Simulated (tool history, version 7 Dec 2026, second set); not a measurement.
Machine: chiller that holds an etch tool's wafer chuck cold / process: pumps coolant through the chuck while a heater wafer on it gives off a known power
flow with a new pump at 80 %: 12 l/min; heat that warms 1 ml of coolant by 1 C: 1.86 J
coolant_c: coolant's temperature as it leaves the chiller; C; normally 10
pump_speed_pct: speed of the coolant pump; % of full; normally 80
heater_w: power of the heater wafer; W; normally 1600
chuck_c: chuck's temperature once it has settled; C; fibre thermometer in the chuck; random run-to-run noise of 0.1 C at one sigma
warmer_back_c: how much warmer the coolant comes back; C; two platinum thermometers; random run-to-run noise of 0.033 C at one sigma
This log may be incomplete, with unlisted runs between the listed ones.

Run 1, hour 0: usual settings. Result: chuck_c 21.8 C, warmer_back_c 4.64 C.
Run 2, hour 129.4: usual settings. Result: chuck_c 21.8 C, warmer_back_c 4.68 C.
At hour 140.9: chiller's thermometer calibrated.
Run 3, hour 233.2: usual settings. Result: chuck_c 22.4 C, warmer_back_c 4.79 C.
Run 4, hour 316: usual settings. Result: chuck_c 22.2 C, warmer_back_c 4.67 C.
Run 5, hour 488.1: usual settings. Result: chuck_c 22.3 C, warmer_back_c 4.69 C.
Run 6, hour 596.2: usual settings but pump_speed_pct 62 % of full. Result: chuck_c 24.8 C, warmer_back_c 6.28 C.
Run 7, hour 675.4: usual settings but pump_speed_pct 76 % of full. Result: chuck_c 22.9 C, warmer_back_c 5 C.
Run 8, hour 793.6: usual settings but pump_speed_pct 76 % of full. Result: chuck_c 22.9 C, warmer_back_c 5.02 C.
At hour 806.8: coolant pump overhauled.
Run 9, hour 959.7: usual settings but pump_speed_pct 76 % of full. Result: chuck_c 22.1 C, warmer_back_c 4.58 C.
Run 10, hour 1057.7: usual settings but pump_speed_pct 76 % of full. Result: chuck_c 22.2 C, warmer_back_c 4.56 C.
Run 11, hour 1225.4: usual settings but pump_speed_pct 76 % of full. Result: chuck_c 22.2 C, warmer_back_c 4.59 C.
Run 12, hour 1319.5: usual settings. Result: chuck_c 21.8 C, warmer_back_c 4.33 C.
Run 13, hour 1454.3: usual settings. Result: chuck_c 21.7 C, warmer_back_c 4.42 C.
Run 14, hour 1548.8: usual settings but heater_w 2298 W. Result: chuck_c 27 C, warmer_back_c 6.26 C.
Run 15, hour 1722.8: usual settings but heater_w 2298 W. Result: chuck_c 27 C, warmer_back_c 6.3 C.
Run 16, hour 1891: usual settings but pump_speed_pct 64 % of full. Result: chuck_c 24.2 C, warmer_back_c 5.54 C.

Run 17 comes next. What will it give?
Run 17, hour 1965.7: usual settings but pump_speed_pct 64 % of full. Result: chuck_c ?, warmer_back_c ?.

{"run 17": {"chuck_c": 24, "warmer_back_c": 5.54}}
With no hidden state in the tool, this same run would have given chuck_c 22.9 C, warmer_back_c 5.46 C.
